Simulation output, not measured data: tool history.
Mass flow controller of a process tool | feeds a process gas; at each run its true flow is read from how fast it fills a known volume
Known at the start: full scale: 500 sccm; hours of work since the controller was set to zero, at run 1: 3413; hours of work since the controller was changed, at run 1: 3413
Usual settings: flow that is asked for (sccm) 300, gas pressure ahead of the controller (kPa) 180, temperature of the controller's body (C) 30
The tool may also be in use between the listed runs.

run      day  flow that is asked for (sccm)  gas pressure ahead of the controller (kPa)  temperature of the controller's body (C)  hours of work since the controller was set to zero  hours of work since the controller was changed  true flow (%)
  1    0.000                            300                                         180                                        30                                                3413                                            3413         101.84
  2    5.496                            300                                         180                                        30                                                3490                                            3490         101.83
  3   10.971                            300                                         180                                        30                                                3568                                            3568         101.86
  4   15.592                            300                                         180                                        30                                                3633                                            3633         102.06
  5   23.604                            300                                         180                                        30                                                3746                                            3746         102.12
  6   30.946                            300                                         180                                        30                                                3850                                            3850         102.07
  7   39.750                            300                                         180                                        30                                                3974                                            3974         102.37
  8   45.246                            300                                         180                                        30                                                4052                                            4052         102.24
  9   52.408                            300                                         180                                        30                                                4153                                            4153         102.41
 10   59.633                             79                                         180                                        30                                                4255                                            4255         105.87
 11   63.804                            300                                         180                                        27                                                4314                                            4314         102.64
 12   68.304                            300                                         180                                        30                                                4378                                            4378         102.52
 13   76.483                             80                                         180                                        30                                                4493                                            4493         106.12
 14   85.275                             80                                         180                                        30                                                4618                                            4618         106.23
 15   93.321                            300                                         156                                        30                                                4731                                            4731         103.01
 16  101.421                            300                                         180                                        28                                                4846                                            4846         103.03
 17  106.858                            300                                         180                                        28                                                4923                                            4923         103.20
 18  113.396                            300                                         221                                        28                                                5015                                            5015         103.02
 19  120.346                            300                                         221                                        28                                                5113                                            5113         103.16
 20  125.179                            300                                         221                                        28                                                5182                                            5182         103.05
 21  132.171                            456                                         163                                        30                                                5280                                            5280         103.25
 22  137.338                            246                                         153                                        30                                                5353                                            5353         103.59
 23  141.933                            246                                         153                                        30                                                5418                                            5418         103.74
 24  149.771                            246                                         241                                        31                                                5529                                            5529         103.49
 25  156.946                            246                                         241                                        31                                                5630                                            5630         103.63
 26  162.771                            352                                         210                                        31                                                5713                                            5713         103.48
 27  169.896                            409                                         215                                        31                                                5813                                            5813         103.32
 28  177.354                            300                                         180                                        22                                                5919                                            5919         104.03
 29  181.883                            266                                         261                                        26                                                5983                                            5983         103.80
 30  187.783                            300                                         180                                        22                                                6066                                            6066         104.17
 31  191.917                            367                                         180                                        30                                                6125                                            6125         103.77
 32  198.712                            367                                         180                                        30                                                6221                                            6221         103.76
 33  202.617                            367                                         180                                        30                                                6276                                            6276         104.01
     203.925  -- controller's zero set anew
 34  211.242                            367                                         180                                        30                                                 103                                            6397         102.47
 35  219.283                            202                                         209                                        22                                                 217                                            6511         102.06
 36  224.492                             86                                         180                                        24                                                 291                                            6585         102.11

5 ways to go on from here, each from the tool as it stands after run 36. What would each give?
  A  230.025                             86                                         179                                        39                                                 369                                            6663              ?
  B  230.025                            300                                         180                                        25                                                 369                                            6663              ?
  C  230.025                            175                                         142                                        33                                                 369                                            6663              ?
  D  230.025                            273                                         202                                        34                                                 369                                            6663              ?
  E  230.025                            182                                         196                                        38                                                 369                                            6663              ?

run  true flow (%)
  A         101.59
  B         102.44
  C         102.09
  D         102.05
  E         101.79
Without the tool's hidden state the same runs would have given:
run  true flow (%)
  A          98.06
  B          99.30
  C          98.84
  D          98.90
  E          98.55
